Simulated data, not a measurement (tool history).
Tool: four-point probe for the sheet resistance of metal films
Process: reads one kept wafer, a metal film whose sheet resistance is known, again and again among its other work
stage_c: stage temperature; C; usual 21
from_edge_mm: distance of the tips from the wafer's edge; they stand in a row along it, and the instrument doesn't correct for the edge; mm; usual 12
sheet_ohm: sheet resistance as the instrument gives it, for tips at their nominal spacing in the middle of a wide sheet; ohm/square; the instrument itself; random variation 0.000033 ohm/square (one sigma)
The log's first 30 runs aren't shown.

| run | hour | stage_c | from_edge_mm | touches since the probe head was changed | hours of work since the stage's thermometer was calibrated | sheet_ohm |
|---|---|---|---|---|---|---|
| 31 | 406.9 | 23 | 9 | 52761 | 419 | 0.164578 |
| 32 | 420.1 | 29 | 9 | 53391 | 428 | 0.164241 |
| 33 | 429.3 | 28 | 44 | 53827 | 433 | 0.163841 |
| 34 | 438.8 | 27 | 49 | 54275 | 439 | 0.163980 |
| 35 | 448.8 | 27 | 6 | 54752 | 445 | 0.164933 |
| 36 | 463.7 | 27 | 6 | 55459 | 455 | 0.165033 |
| 37 | 473.0 | 27 | 6 | 55900 | 460 | 0.164968 |
| 38 | 484.6 | 27 | 6 | 56452 | 468 | 0.164983 |
| 39 | 498.6 | 23 | 55 | 57119 | 476 | 0.164238 |
| 40 | 513.1 | 20 | 12 | 57805 | 485 | 0.164715 |
| 41 | 531.0 | 20 | 12 | 58654 | 496 | 0.164735 |
| 42 | 546.0 | 29 | 9 | 59370 | 506 | 0.164370 |
| 43 | 560.0 | 21 | 5 | 60032 | 515 | 0.165871 |
| 44 | 568.1 | 22 | 19 | 60417 | 520 | 0.164509 |

Forecast each of these 5 alternatives for the next run:
| A | 587.4 | 21 | 27 | 61334 | 532 | ? |
| B | 587.4 | 34 | 19 | 61334 | 532 | ? |
| C | 587.4 | 18 | 10 | 61334 | 532 | ? |
| D | 587.4 | 26 | 39 | 61334 | 532 | ? |
| E | 587.4 | 21 | 11 | 61334 | 532 | ? |

| run | sheet_ohm |
|---|---|
| A | 0.164411 |
| B | 0.163810 |
| C | 0.164976 |
| D | 0.164184 |
| E | 0.164786 |
Without the tool's hidden state the same runs would have given:
| run | sheet_ohm |
|---|---|
| A | 0.163676 |
| B | 0.163076 |
| C | 0.164239 |
| D | 0.163449 |
| E | 0.164049 |
